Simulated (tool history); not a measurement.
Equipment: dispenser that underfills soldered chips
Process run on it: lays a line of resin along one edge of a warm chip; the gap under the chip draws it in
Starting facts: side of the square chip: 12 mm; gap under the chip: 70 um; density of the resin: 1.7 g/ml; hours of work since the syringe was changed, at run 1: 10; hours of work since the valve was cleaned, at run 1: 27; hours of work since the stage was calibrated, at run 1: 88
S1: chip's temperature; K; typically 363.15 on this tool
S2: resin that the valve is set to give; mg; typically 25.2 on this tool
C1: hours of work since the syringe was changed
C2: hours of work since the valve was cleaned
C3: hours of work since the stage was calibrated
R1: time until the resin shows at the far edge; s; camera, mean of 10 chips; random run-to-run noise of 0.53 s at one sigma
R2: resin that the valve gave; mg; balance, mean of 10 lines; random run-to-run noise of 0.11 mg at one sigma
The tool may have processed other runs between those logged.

Run 1, hour 0: usual settings; C1 10; C2 27; C3 88. Result: R1 89.9 s, R2 24.61 mg.
At hour 0.9: new syringe of resin.
Run 2, hour 2.9: usual settings; C1 1; C2 29; C3 89. Result: R1 49.9 s, R2 24.56 mg.
Run 3, hour 6.1: usual settings; C1 4; C2 31; C3 92. Result: R1 57.9 s, R2 24.54 mg.
Run 4, hour 8.8: usual settings; C1 6; C2 33; C3 94. Result: R1 68.2 s, R2 24.55 mg.
Run 5, hour 13.2: usual settings; C1 9; C2 36; C3 97. Result: R1 83.1 s, R2 24.35 mg.
At hour 15.6: new syringe of resin.
Run 6, hour 17.6: usual settings; C1 1; C2 39; C3 99. Result: R1 51 s, R2 24.47 mg.
Run 7, hour 21.5: usual settings but S1 373.15 K; C1 4; C2 42; C3 102. Result: R1 38.2 s, R2 24.27 mg.
Run 8, hour 25: usual settings but S1 371.15 K; C1 7; C2 44; C3 105. Result: R1 50 s, R2 24.26 mg.
Run 9, hour 29.6: usual settings but S1 371.15 K; C1 10; C2 48; C3 108. Result: R1 63.7 s, R2 24.18 mg.
At hour 30.3: new syringe of resin.
Run 10, hour 34.2: usual settings but S1 371.15 K; C1 3; C2 51; C3 111. Result: R1 38 s, R2 24.11 mg.
Run 11, hour 39.3: usual settings but S1 371.15 K; C1 6; C2 54; C3 114. Result: R1 49.1 s, R2 23.91 mg.
Run 12, hour 41.8: usual settings but S2 30.8 mg; C1 8; C2 56; C3 116. Result: R1 77.4 s, R2 29.39 mg.
At hour 45.2: new syringe of resin.
Run 13, hour 46.7: usual settings but S2 30.8 mg; C1 1; C2 59; C3 119. Result: R1 49.5 s, R2 29.23 mg.
Run 14, hour 50.1: usual settings but S2 30.8 mg; C1 3; C2 62; C3 122. Result: R1 57.4 s, R2 29.17 mg.
Run 15, hour 55.2: usual settings but S2 31.5 mg; C1 7; C2 65; C3 125. Result: R1 75.6 s, R2 29.52 mg.
Run 16, hour 57.3: usual settings but S2 31.5 mg; C1 8; C2 67; C3 127. Result: R1 84.2 s, R2 29.78 mg.
At hour 60: new syringe of resin.
Run 17, hour 61.9: usual settings but S2 23.9 mg; C1 1; C2 70; C3 130. Result: R1 49.8 s, R2 22.54 mg.
Run 18, hour 67: usual settings but S1 371.15 K; C1 5; C2 73; C3 133. Result: R1 43.3 s, R2 23.93 mg.
Run 19, hour 69.8: usual settings but S1 371.15 K; C1 7; C2 75; C3 135. Result: R1 50.6 s, R2 23.53 mg.
Run 20, hour 72.7: usual settings but S1 378.15 K, S2 23.5 mg; C1 9; C2 77; C3 137. Result: R1 44.2 s, R2 22.01 mg.
At hour 74.9: new syringe of resin.
Run 21, hour 76.4: usual settings but S1 373.15 K, S2 21.6 mg; C1 1; C2 79; C3 140. Result: R1 31.9 s, R2 20 mg.
Run 22, hour 81: usual settings but S1 373.15 K, S2 21.6 mg; C1 4; C2 83; C3 143. Result: R1 40.5 s, R2 19.99 mg.
Run 23, hour 84: usual settings but S1 354.15 K, S2 26 mg; C1 6; C2 85; C3 145. Result: R1 109.4 s, R2 24.03 mg.
Run 24, hour 88.9: usual settings but S1 375.15 K, S2 27.1 mg; C1 10; C2 88; C3 148. Result: R1 50.6 s, R2 25.08 mg.
At hour 89.8: new syringe of resin.
Run 25, hour 93.4: usual settings but S1 356.15 K, S2 31.4 mg; C1 3; C2 91; C3 151. Result: R1 74.9 s, R2 28.78 mg.
Run 26, hour 98.3: usual settings but S1 356.15 K, S2 31.4 mg; C1 6; C2 95; C3 155. Result: R1 95.4 s, R2 29.01 mg.
Run 27, hour 101.7: usual settings but S1 351.15 K, S2 25.9 mg; C1 8; C2 97; C3 157. Result: R1 154.6 s, R2 23.87 mg.
At hour 104.8: new syringe of resin.
Run 28, hour 105.8: usual settings but S1 356.15 K, S2 30.2 mg; C1 1; C2 100; C3 160. Result: R1 67.3 s, R2 27.37 mg.
Run 29, hour 109.7: usual settings but S1 355.15 K, S2 28.5 mg; C1 3; C2 102; C3 162. Result: R1 85.6 s, R2 26.15 mg.
Run 30, hour 114.4: usual settings but S1 377.15 K, S2 21.6 mg; C1 7; C2 106; C3 166. Result: R1 42.4 s, R2 19.61 mg.
Run 31, hour 117.1: usual settings but S2 29.6 mg; C1 9; C2 107; C3 168. Result: R1 85.2 s, R2 27 mg.
At hour 119.7: new syringe of resin.
Run 32, hour 120.2: usual settings but S2 29.6 mg; C1 0; C2 109; C3 170. Result: R1 45.7 s, R2 26.98 mg.
Run 33, hour 122.8: usual settings but S1 353.15 K, S2 29.9 mg; C1 2; C2 111; C3 171. Result: R1 87.3 s, R2 27.06 mg.
Run 34, hour 127: usual settings but S1 353.15 K, S2 29.9 mg; C1 5; C2 114; C3 174. Result: R1 106.3 s, R2 27.25 mg.
At hour 129.7: dispensing valve cleaned and set on the balance.
Run 35, hour 132.7: usual settings but S1 353.15 K, S2 29.9 mg; C1 8; C2 2; C3 178. Result: R1 135.5 s, R2 29.86 mg.
At hour 135.7: new syringe of resin.
Run 36, hour 137.7: usual settings but S1 366.15 K, S2 32.3 mg; C1 1; C2 5; C3 181. Result: R1 41.7 s, R2 32.14 mg.

Predict each of these 3 candidate next runs independently; none follows another, all start after run 36:
Run A, hour 142: usual settings but S1 357.15 K, S2 28.3 mg; C1 4; C2 8; C3 184. Result: R1 ?, R2 ?.
Run B, hour 142: usual settings but S1 349.15 K, S2 23.5 mg; C1 4; C2 8; C3 184. Result: R1 ?, R2 ?.
Run C, hour 142: usual settings but S1 365.15 K; C1 4; C2 8; C3 184. Result: R1 ?, R2 ?.

run     R1     R2
  A     83  27.86
  B  127.4  23.09
  C   56.6  24.68
Without the tool's hidden state the same runs would have given:
run    R1     R2
  A  58.3  28.16
  B  89.1  23.34
  C  39.8  24.95
